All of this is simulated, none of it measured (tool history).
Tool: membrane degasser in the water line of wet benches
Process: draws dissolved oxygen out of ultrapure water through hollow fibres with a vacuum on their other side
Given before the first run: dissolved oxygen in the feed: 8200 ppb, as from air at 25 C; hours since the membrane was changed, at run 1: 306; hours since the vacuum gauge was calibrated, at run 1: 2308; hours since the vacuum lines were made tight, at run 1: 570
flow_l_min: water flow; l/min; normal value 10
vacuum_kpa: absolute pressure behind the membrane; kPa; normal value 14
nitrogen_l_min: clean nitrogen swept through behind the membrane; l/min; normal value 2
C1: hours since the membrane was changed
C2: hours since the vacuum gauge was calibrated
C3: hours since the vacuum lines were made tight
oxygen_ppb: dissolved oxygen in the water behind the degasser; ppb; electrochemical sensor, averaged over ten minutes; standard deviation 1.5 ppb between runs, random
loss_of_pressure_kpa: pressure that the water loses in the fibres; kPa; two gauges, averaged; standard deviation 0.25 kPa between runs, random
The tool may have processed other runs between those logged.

run 1 day=0 | flow_l_min=10 vacuum_kpa=14 nitrogen_l_min=2 | C1=306 C2=2308 C3=570 | oxygen_ppb=159.9 loss_of_pressure_kpa=66.04
run 2 day=1.379 | flow_l_min=10 vacuum_kpa=14 nitrogen_l_min=2 | C1=339 C2=2341 C3=603 | oxygen_ppb=157.7 loss_of_pressure_kpa=65.36
run 3 day=2.762 | flow_l_min=10 vacuum_kpa=14 nitrogen_l_min=2 | C1=372 C2=2374 C3=636 | oxygen_ppb=161.8 loss_of_pressure_kpa=65.9
run 4 day=4.708 | flow_l_min=10 vacuum_kpa=14 nitrogen_l_min=2 | C1=419 C2=2421 C3=683 | oxygen_ppb=160.9 loss_of_pressure_kpa=65.27
run 5 day=5.717 | flow_l_min=12 vacuum_kpa=14 nitrogen_l_min=2 | C1=443 C2=2445 C3=707 | oxygen_ppb=207.5 loss_of_pressure_kpa=78.68
run 6 day=6.512 | flow_l_min=12 vacuum_kpa=14 nitrogen_l_min=2 | C1=462 C2=2464 C3=726 | oxygen_ppb=203.8 loss_of_pressure_kpa=78.65
run 7 day=7.904 | flow_l_min=12 vacuum_kpa=14 nitrogen_l_min=2 | C1=495 C2=2498 C3=759 | oxygen_ppb=206.2 loss_of_pressure_kpa=78.85
run 8 day=9.808 | flow_l_min=10 vacuum_kpa=14 nitrogen_l_min=2 | C1=541 C2=2544 C3=805 | oxygen_ppb=163 loss_of_pressure_kpa=65.84
run 9 day=11.625 | flow_l_min=10 vacuum_kpa=14 nitrogen_l_min=2 | C1=585 C2=2587 C3=849 | oxygen_ppb=159.7 loss_of_pressure_kpa=65.45
run 10 day=12.408 | flow_l_min=10 vacuum_kpa=21.8 nitrogen_l_min=3.7 | C1=603 C2=2606 C3=867 | oxygen_ppb=154.9 loss_of_pressure_kpa=65.46
run 11 day=13.704 | flow_l_min=10 vacuum_kpa=21.8 nitrogen_l_min=3.7 | C1=634 C2=2637 C3=899 | oxygen_ppb=153.5 loss_of_pressure_kpa=65.44
run 12 day=15.054 | flow_l_min=10 vacuum_kpa=11.8 nitrogen_l_min=1.06 | C1=667 C2=2669 C3=931 | oxygen_ppb=220.5 loss_of_pressure_kpa=65.58
run 13 day=16.721 | flow_l_min=10 vacuum_kpa=11.8 nitrogen_l_min=1.06 | C1=707 C2=2709 C3=971 | oxygen_ppb=220.2 loss_of_pressure_kpa=65.84
run 14 day=18.142 | flow_l_min=10 vacuum_kpa=11.8 nitrogen_l_min=1.06 | C1=741 C2=2743 C3=1005 | oxygen_ppb=223.9 loss_of_pressure_kpa=65.51
run 15 day=19.583 | flow_l_min=10 vacuum_kpa=11.8 nitrogen_l_min=1.06 | C1=776 C2=2778 C3=1040 | oxygen_ppb=222.3 loss_of_pressure_kpa=65.67

Run 16, settings as shown, results not yet in. Your forecast:
run 16 day=20.779 | flow_l_min=16 vacuum_kpa=19.5 nitrogen_l_min=1.54 | C1=804 C2=2807 C3=1068 | oxygen_ppb=? loss_of_pressure_kpa=?

Run 16 yielded oxygen_ppb 482.7 ppb, loss_of_pressure_kpa 104.76 kPa.
Were there no unlogged condition in the tool, this run, its random variation unchanged, would have produced oxygen_ppb 476.1 ppb, loss_of_pressure_kpa 104.29 kPa.
